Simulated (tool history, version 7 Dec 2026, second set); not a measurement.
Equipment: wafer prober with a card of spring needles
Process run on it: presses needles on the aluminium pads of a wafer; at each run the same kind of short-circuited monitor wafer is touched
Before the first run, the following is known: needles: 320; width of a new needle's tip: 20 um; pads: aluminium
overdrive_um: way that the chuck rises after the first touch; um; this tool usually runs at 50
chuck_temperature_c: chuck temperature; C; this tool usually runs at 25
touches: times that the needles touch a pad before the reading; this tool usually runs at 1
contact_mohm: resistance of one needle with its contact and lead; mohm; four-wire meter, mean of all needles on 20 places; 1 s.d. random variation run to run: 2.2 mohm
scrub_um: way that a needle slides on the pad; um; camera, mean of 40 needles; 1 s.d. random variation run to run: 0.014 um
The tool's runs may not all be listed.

run    day  overdrive_um  chuck_temperature_c  touches  contact_mohm  scrub_um
  1      0            50                   25        1           486      9.09
     0.258  -- tips cleaned on abrasive film
  2  0.508            50                   25        1           398      9.11
  3   0.85            50                   25        1           506      9.06
     1.033  -- tips cleaned on abrasive film
       1.3  -- height of the first contact set anew
  4  1.342            49                   25        1           426      9.11
     1.779  -- tips cleaned on abrasive film
  5    1.9            69                   25        1           298     12.84
  6  2.379            69                   25        1           392     12.82
     2.521  -- tips cleaned on abrasive film
  7  2.896            50                   25        1           452      9.28
     3.258  -- tips cleaned on abrasive film
  8  3.262            50                   25        1           275      9.27
  9  3.683            36                   25        1           689      6.65
     4.017  -- tips cleaned on abrasive film
 10  4.146            36                   25        2           341      6.65
     4.767  -- tips cleaned on abrasive film
 11  4.929            36                   25        2           386      6.64
 12  5.367            52                   70        1           499      9.64
     5.525  -- tips cleaned on abrasive film
 13   5.85            52                   70        1           424      9.62
 14  6.212            52                   70        1           520      9.62
     6.279  -- tips cleaned on abrasive film
 15    6.6            65                  105        1           368     12.02
     7.042  -- tips cleaned on abrasive film
 16  7.042            50                   34        2           262      9.18
 17  7.454            42                   27        2           438      7.69
     7.783  -- tips cleaned on abrasive film
 18  8.158            45                   96        1           505      8.26
     8.521  -- tips cleaned on abrasive film
 19  8.888            36                   42        1           652      6.57

Run 20, settings as shown, results not yet in. Your forecast:
     9.258  -- tips cleaned on abrasive film
 20  9.267            36                   42        1             ?         ?

contact_mohm: 288 mohm
scrub_um: 6.54 um
Take away the tool's hidden state, keep the run-to-run variation as it was, and the same run would have given contact_mohm 248 mohm, scrub_um 6.7 um.
